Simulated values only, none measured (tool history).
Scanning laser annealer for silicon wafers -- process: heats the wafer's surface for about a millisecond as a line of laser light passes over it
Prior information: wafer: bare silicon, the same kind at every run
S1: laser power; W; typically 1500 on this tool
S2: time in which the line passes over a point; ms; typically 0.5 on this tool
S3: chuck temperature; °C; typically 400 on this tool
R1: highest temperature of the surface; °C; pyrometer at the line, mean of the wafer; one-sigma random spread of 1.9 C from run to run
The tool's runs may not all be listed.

run	hour	S1	S2	S3	R1
1	0	1500	0.5	400	1215
2	23.1	1500	0.5	400	1217
3	57.2	1500	0.5	400	1213
4	84.6	1500	0.5	400	1213
5	116.7	1500	0.5	404	1215
6	138.6	1500	0.5	404	1218
7	171.5	1341	0.5	404	1114
8	199.8	1341	0.5	404	1114
9	230.5	1500	0.5	400	1215
10	262.8	1500	0.5	400	1213
11	299.8	1500	0.5	400	1213
12	326.8	1500	0.5	400	1214
13	355.1	1500	0.5	400	1211
14	378.4	1500	0.5	400	1210
15	393.8	1500	0.5	380	1193
16	423.3	1500	0.5	380	1196
17	450.2	1500	0.5	380	1193
18	466.2	1500	0.5	380	1193
19	483.9	1500	0.5	380	1193
20	505.6	1500	0.463	400	1185
21	545	1500	0.5	390	1203
22	579.3	1500	0.5	390	1203
23	607	1500	0.568	370	1232
24	628.3	1393	0.489	411	1145
25	646	1405	0.602	372	1184
26	677.6	1405	0.602	372	1185
27	694.6	1526	0.459	400	1203
28	710.3	1526	0.459	400	1200
29	737.9	1373	0.601	400	1191
30	755.4	1373	0.601	400	1186
31	796.5	1592	0.5	378	1254
32	829.6	1401	0.5	369	1118
33	856.9	1337	0.566	369	1112
34	882.9	1412	0.458	379	1107
35	900.4	1412	0.458	379	1109
36	927.7	1592	0.462	433	1282
37	948.4	1592	0.462	433	1280
38	982.2	1592	0.462	433	1279
39	1017	1592	0.462	433	1280
40	1053.1	1500	0.5	415	1229
41	1079	1500	0.5	415	1229
42	1106.4	1500	0.5	415	1229

Not shown: 3 entries that the log had between the listed runs. Between which runs, and how does the tool's hidden state differ before and after?
Between runs 20 and 21: window over the wafer cleaned (hour 510.6)
  light that passes the window, % of a clean one's: 99.95 -> 100
Between runs 30 and 31: optics aligned, line set to its width (hour 791)
  width of the line over the set one, %: 0.06 -> 0
Between runs 41 and 42: window over the wafer cleaned (hour 1105.3)
  light that passes the window, % of a clean one's: 99.96 -> 100
